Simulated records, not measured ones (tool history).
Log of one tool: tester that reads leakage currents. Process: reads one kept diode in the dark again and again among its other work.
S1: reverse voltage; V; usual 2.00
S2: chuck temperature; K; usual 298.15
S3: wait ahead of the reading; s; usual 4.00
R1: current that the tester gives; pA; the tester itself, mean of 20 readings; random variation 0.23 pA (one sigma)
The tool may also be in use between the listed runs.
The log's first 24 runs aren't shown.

run    hour     S1      S2    S3       R1
 25  4161.0   2.87  305.15  6.11   155.32
     4183.8  -- chuck's temperature calibrated
 26  4411.6   4.91  298.15  4.00    99.69
     4611.8  -- probe card cleaned and baked
 27  4654.9   1.56  298.15  1.73    67.36
 28  4900.2   1.40  303.15  0.51   101.48
 29  5136.2   1.40  303.15  0.51   101.70
     5157.7  -- tester calibrated
 30  5347.9   1.40  303.15  0.51   101.62
 31  5555.3   1.40  317.15  0.37   330.32
 32  5726.2   1.40  317.15  0.37   332.33
 33  5836.6   9.48  317.15  2.10   645.62
 34  5999.6   1.06  298.15  4.00    58.67
 35  6218.3  13.75  322.15  0.58  1096.88
 36  6382.4   2.00  301.15  0.56    96.65
     6403.5  -- probe card cleaned and baked
 37  6603.5   2.00  298.15  5.27    73.64
 38  6731.6  15.98  298.15  5.38   153.18

3 ways to go on from here, each from the tool as it stands after run 38. What would each give?
  A  6854.1  2.00  324.15  0.65   ?
  B  6854.1  4.95  293.15  5.38   ?
  C  6854.1  1.38  299.15  6.41   ?

run      R1
  A  647.71
  B   63.42
  C   69.99
Without the tool's hidden state the same runs would have given:
run      R1
  A  648.07
  B   63.45
  C   70.03
